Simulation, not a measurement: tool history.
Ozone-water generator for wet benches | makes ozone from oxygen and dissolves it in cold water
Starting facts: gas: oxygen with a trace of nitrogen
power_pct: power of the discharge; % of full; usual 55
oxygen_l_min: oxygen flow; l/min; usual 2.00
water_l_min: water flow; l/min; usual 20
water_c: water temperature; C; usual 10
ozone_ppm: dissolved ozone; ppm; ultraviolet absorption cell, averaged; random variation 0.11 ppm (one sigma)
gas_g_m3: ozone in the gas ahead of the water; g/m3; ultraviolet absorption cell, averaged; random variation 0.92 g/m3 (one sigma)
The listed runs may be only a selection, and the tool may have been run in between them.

run 1 hour=0.0 | power_pct=55 oxygen_l_min=2.00 water_l_min=20 water_c=10 | ozone_ppm=7.1 gas_g_m3=151.5
run 2 hour=53.2 | power_pct=55 oxygen_l_min=2.00 water_l_min=20 water_c=10 | ozone_ppm=6.9 gas_g_m3=151.0
run 3 hour=91.3 | power_pct=55 oxygen_l_min=2.52 water_l_min=20 water_c=10 | ozone_ppm=7.1 gas_g_m3=128.4
run 4 hour=126.6 | power_pct=55 oxygen_l_min=2.00 water_l_min=20 water_c=10 | ozone_ppm=7.0 gas_g_m3=150.5
run 5 hour=160.8 | power_pct=55 oxygen_l_min=1.65 water_l_min=20 water_c=10 | ozone_ppm=6.8 gas_g_m3=173.4
run 6 hour=212.1 | power_pct=55 oxygen_l_min=1.65 water_l_min=20 water_c=10 | ozone_ppm=6.6 gas_g_m3=171.3
run 7 hour=239.8 | power_pct=53 oxygen_l_min=1.65 water_l_min=20 water_c=10 | ozone_ppm=6.4 gas_g_m3=166.8
run 8 hour=293.3 | power_pct=53 oxygen_l_min=1.65 water_l_min=20 water_c=10 | ozone_ppm=6.4 gas_g_m3=165.9
run 9 hour=348.7 | power_pct=55 oxygen_l_min=2.00 water_l_min=20 water_c=10 | ozone_ppm=6.9 gas_g_m3=150.7
run 10 hour=395.0 | power_pct=55 oxygen_l_min=2.00 water_l_min=20 water_c=10 | ozone_ppm=6.8 gas_g_m3=149.4
run 11 hour=454.4 | power_pct=55 oxygen_l_min=2.00 water_l_min=20 water_c=10 | ozone_ppm=6.9 gas_g_m3=149.3
run 12 hour=485.6 | power_pct=55 oxygen_l_min=2.00 water_l_min=20 water_c=10 | ozone_ppm=7.0 gas_g_m3=149.3
run 13 hour=531.0 | power_pct=55 oxygen_l_min=2.00 water_l_min=20 water_c=10 | ozone_ppm=7.0 gas_g_m3=149.2
run 14 hour=564.4 | power_pct=55 oxygen_l_min=2.00 water_l_min=20 water_c=10 | ozone_ppm=6.8 gas_g_m3=149.8
run 15 hour=623.6 | power_pct=55 oxygen_l_min=2.00 water_l_min=20 water_c=10 | ozone_ppm=6.8 gas_g_m3=149.5
run 16 hour=654.5 | power_pct=55 oxygen_l_min=2.00 water_l_min=20 water_c=10 | ozone_ppm=6.8 gas_g_m3=147.8
run 17 hour=681.5 | power_pct=55 oxygen_l_min=2.00 water_l_min=20 water_c=10 | ozone_ppm=6.8 gas_g_m3=147.2
run 18 hour=721.5 | power_pct=55 oxygen_l_min=2.11 water_l_min=20 water_c=5 | ozone_ppm=7.1 gas_g_m3=142.2
run 19 hour=754.7 | power_pct=55 oxygen_l_min=3.01 water_l_min=21 water_c=10 | ozone_ppm=6.7 gas_g_m3=110.8
run 20 hour=799.0 | power_pct=55 oxygen_l_min=3.01 water_l_min=24 water_c=10 | ozone_ppm=5.5 gas_g_m3=112.4
run 21 hour=827.7 | power_pct=55 oxygen_l_min=3.01 water_l_min=24 water_c=10 | ozone_ppm=5.8 gas_g_m3=112.8
run 22 hour=862.4 | power_pct=55 oxygen_l_min=3.01 water_l_min=24 water_c=10 | ozone_ppm=6.0 gas_g_m3=112.6
run 23 hour=896.9 | power_pct=55 oxygen_l_min=3.01 water_l_min=24 water_c=14 | ozone_ppm=5.5 gas_g_m3=111.4
run 24 hour=927.7 | power_pct=55 oxygen_l_min=1.05 water_l_min=13 water_c=13 | ozone_ppm=10.0 gas_g_m3=228.1
run 25 hour=980.1 | power_pct=94 oxygen_l_min=1.05 water_l_min=12 water_c=6 | ozone_ppm=17.9 gas_g_m3=345.8
run 26 hour=1013.8 | power_pct=55 oxygen_l_min=2.00 water_l_min=14 water_c=7 | ozone_ppm=10.4 gas_g_m3=145.6
run 27 hour=1039.2 | power_pct=92 oxygen_l_min=2.00 water_l_min=16 water_c=6 | ozone_ppm=13.5 gas_g_m3=220.8
run 28 hour=1090.8 | power_pct=92 oxygen_l_min=2.00 water_l_min=16 water_c=6 | ozone_ppm=13.6 gas_g_m3=218.2
run 29 hour=1120.0 | power_pct=89 oxygen_l_min=2.00 water_l_min=14 water_c=10 | ozone_ppm=15.0 gas_g_m3=211.3
run 30 hour=1172.1 | power_pct=55 oxygen_l_min=1.97 water_l_min=28 water_c=10 | ozone_ppm=4.5 gas_g_m3=147.4
run 31 hour=1200.1 | power_pct=55 oxygen_l_min=1.97 water_l_min=28 water_c=10 | ozone_ppm=4.3 gas_g_m3=146.3
run 32 hour=1224.4 | power_pct=94 oxygen_l_min=1.97 water_l_min=28 water_c=12 | ozone_ppm=6.5 gas_g_m3=219.9

Consider 4 possible next runs. They are alternatives, not a sequence: every one starts from the tool as it was left by run 32. What does each give?
run A hour=1253.8 | power_pct=47 oxygen_l_min=2.00 water_l_min=20 water_c=16 | ozone_ppm=? gas_g_m3=?
run B hour=1253.8 | power_pct=90 oxygen_l_min=1.06 water_l_min=28 water_c=17 | ozone_ppm=? gas_g_m3=?
run C hour=1253.8 | power_pct=94 oxygen_l_min=1.97 water_l_min=16 water_c=7 | ozone_ppm=? gas_g_m3=?
run D hour=1253.8 | power_pct=94 oxygen_l_min=1.97 water_l_min=28 water_c=9 | ozone_ppm=? gas_g_m3=?

run=A ozone_ppm=5.6 gas_g_m3=129.6
run=B ozone_ppm=5.4 gas_g_m3=325.8
run=C ozone_ppm=13.5 gas_g_m3=222.7
run=D ozone_ppm=6.5 gas_g_m3=223.6
With the hidden condition removed and each run's random variation left untouched, the same runs would have given:
run=A ozone_ppm=6.2 gas_g_m3=136.2
run=B ozone_ppm=6.2 gas_g_m3=355.6
run=C ozone_ppm=15.5 gas_g_m3=243.8
run=D ozone_ppm=7.5 gas_g_m3=244.6

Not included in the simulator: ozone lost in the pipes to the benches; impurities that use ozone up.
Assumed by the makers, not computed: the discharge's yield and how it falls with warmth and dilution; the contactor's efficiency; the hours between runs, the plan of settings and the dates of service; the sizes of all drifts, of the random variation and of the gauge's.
